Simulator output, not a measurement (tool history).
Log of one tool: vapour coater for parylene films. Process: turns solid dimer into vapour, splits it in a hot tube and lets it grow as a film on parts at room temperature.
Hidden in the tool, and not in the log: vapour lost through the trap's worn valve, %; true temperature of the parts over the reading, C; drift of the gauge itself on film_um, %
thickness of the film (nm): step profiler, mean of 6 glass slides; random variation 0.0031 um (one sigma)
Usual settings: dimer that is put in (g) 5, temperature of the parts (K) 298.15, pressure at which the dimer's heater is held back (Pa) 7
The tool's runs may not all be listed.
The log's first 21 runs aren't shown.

run	day	dimer that is put in (g)	temperature of the parts (K)	pressure at which the dimer's heater is held back (Pa)	hours of work since the trap's valve was overhauled	hours of work since the table's thermometer was calibrated	thickness of the film (nm)
22	14.179	5	298.15	7	154	478	1208
23	14.979	5	298.15	7	171	494	1204
24	15.596	3	310.15	4.67	184	507	505
25	16.088	3	298.15	11.75	194	517	634
26	16.779	2	303.15	2.39	208	532	514
27	17.233	3	293.15	7	218	541	872
28	18.017	5	293.15	7	234	558	1444
29	18.862	5	310.15	7.03	252	575	769
30	19.667	5	310.15	7.03	269	592	763
31	20.254	5	310.15	7.03	281	604	764
32	20.638	6	292.15	8.74	289	612	1713
33	21.267	2	298.15	5.19	302	625	515
34	21.746	4	293.15	7.6	312	636	1138
35	22.425	2	293.15	3.7	326	650	678
36	23.192	3	297.15	7	342	666	744
37	23.95	3	297.15	2.07	358	682	1010
38	24.504	6	298.15	7	370	693	1442
39	24.883	6	300.15	2.87	377	701	1663
40	25.367	6	300.15	2.87	388	711	1663
41	26.179	6	300.15	8.03	404	728	1299
42	26.658	2	291.15	2.95	414	738	768
43	27.012	7	303.15	9.52	422	745	1292
44	27.546	4	295.15	7	433	756	1075
# day 28.225: trap's valve overhauled
45	28.521	2	298.15	4.78	6	773	526
46	29.142	2	310.15	4.78	19	786	339

5 ways to go on from here, each from the tool as it stands after run 46. What would each give?
A	29.796	2	310.15	8.7	33	800	?
B	29.796	5	309.15	7	33	800	?
C	29.796	6	296.15	2.08	33	800	?
D	29.796	4	292.15	7	33	800	?
E	29.796	5	299.15	2.68	33	800	?

run	thickness of the film (nm)
A	294
B	796
C	2088
D	1207
E	1464
Without the tool's hidden state the same runs would have given:
run	thickness of the film (nm)
A	293
B	796
C	2087
D	1206
E	1464
